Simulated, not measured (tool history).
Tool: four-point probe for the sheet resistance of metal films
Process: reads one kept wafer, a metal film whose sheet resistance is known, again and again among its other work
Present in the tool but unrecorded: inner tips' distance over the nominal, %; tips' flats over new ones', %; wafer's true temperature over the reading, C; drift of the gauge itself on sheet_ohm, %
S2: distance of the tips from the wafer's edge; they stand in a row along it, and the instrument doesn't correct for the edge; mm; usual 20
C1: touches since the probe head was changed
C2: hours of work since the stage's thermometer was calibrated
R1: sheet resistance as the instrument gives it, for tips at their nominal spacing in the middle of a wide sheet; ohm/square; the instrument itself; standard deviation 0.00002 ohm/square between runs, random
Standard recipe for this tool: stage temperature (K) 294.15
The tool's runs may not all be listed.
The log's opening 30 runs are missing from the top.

{"run": 31, "day": 12.725, "stage temperature (K)": 307.15, "S2": 35, "C1": 8684, "C2": 17, "R1": 0.099989}
{"run": 32, "day": 13.088, "stage temperature (K)": 307.15, "S2": 35, "C1": 8954, "C2": 20, "R1": 0.09996}
{"run": 33, "day": 13.554, "stage temperature (K)": 307.15, "S2": 35, "C1": 9295, "C2": 25, "R1": 0.100026}
{"run": 34, "day": 13.921, "stage temperature (K)": 294.15, "S2": 17, "C1": 9568, "C2": 28, "R1": 0.099537}
{"run": 35, "day": 14.188, "stage temperature (K)": 294.15, "S2": 17, "C1": 9763, "C2": 31, "R1": 0.099527}
{"run": 36, "day": 14.821, "stage temperature (K)": 294.15, "S2": 17, "C1": 10230, "C2": 37, "R1": 0.099505}
{"run": 37, "day": 15.342, "stage temperature (K)": 294.15, "S2": 17, "C1": 10615, "C2": 42, "R1": 0.099516}
{"run": 38, "day": 15.946, "stage temperature (K)": 294.15, "S2": 8, "C1": 11062, "C2": 48, "R1": 0.099754}
{"run": 39, "day": 16.479, "stage temperature (K)": 299.15, "S2": 4, "C1": 11455, "C2": 53, "R1": 0.100969}
{"run": 40, "day": 16.875, "stage temperature (K)": 300.15, "S2": 14, "C1": 11746, "C2": 57, "R1": 0.099756}
{"run": 41, "day": 17.412, "stage temperature (K)": 291.15, "S2": 34, "C1": 12144, "C2": 62, "R1": 0.099279}
{"run": 42, "day": 17.746, "stage temperature (K)": 291.15, "S2": 27, "C1": 12390, "C2": 65, "R1": 0.099318}
{"run": 43, "day": 18.288, "stage temperature (K)": 297.15, "S2": 10, "C1": 12789, "C2": 70, "R1": 0.099734}
{"run": 44, "day": 18.933, "stage temperature (K)": 297.15, "S2": 10, "C1": 13267, "C2": 76, "R1": 0.099766}
{"run": 45, "day": 19.312, "stage temperature (K)": 297.15, "S2": 32, "C1": 13545, "C2": 80, "R1": 0.099593}
{"run": 46, "day": 19.846, "stage temperature (K)": 299.15, "S2": 4, "C1": 13939, "C2": 85, "R1": 0.100959}

Each row is a separate what-if for the run after 46, all from the same tool condition, not one after another. Results?
{"run": "A", "day": 20.246, "stage temperature (K)": 306.15, "S2": 62, "C1": 14235, "C2": 89, "R1": "?"}
{"run": "B", "day": 20.246, "stage temperature (K)": 294.15, "S2": 52, "C1": 14235, "C2": 89, "R1": "?"}
{"run": "C", "day": 20.246, "stage temperature (K)": 297.15, "S2": 4, "C1": 14235, "C2": 89, "R1": "?"}

run=A R1=0.099881
run=B R1=0.099399
run=C R1=0.100847
Take away the tool's hidden state, keep each run's random variation, and the runs would have read:
run=A R1=0.100116
run=B R1=0.099632
run=C R1=0.101084
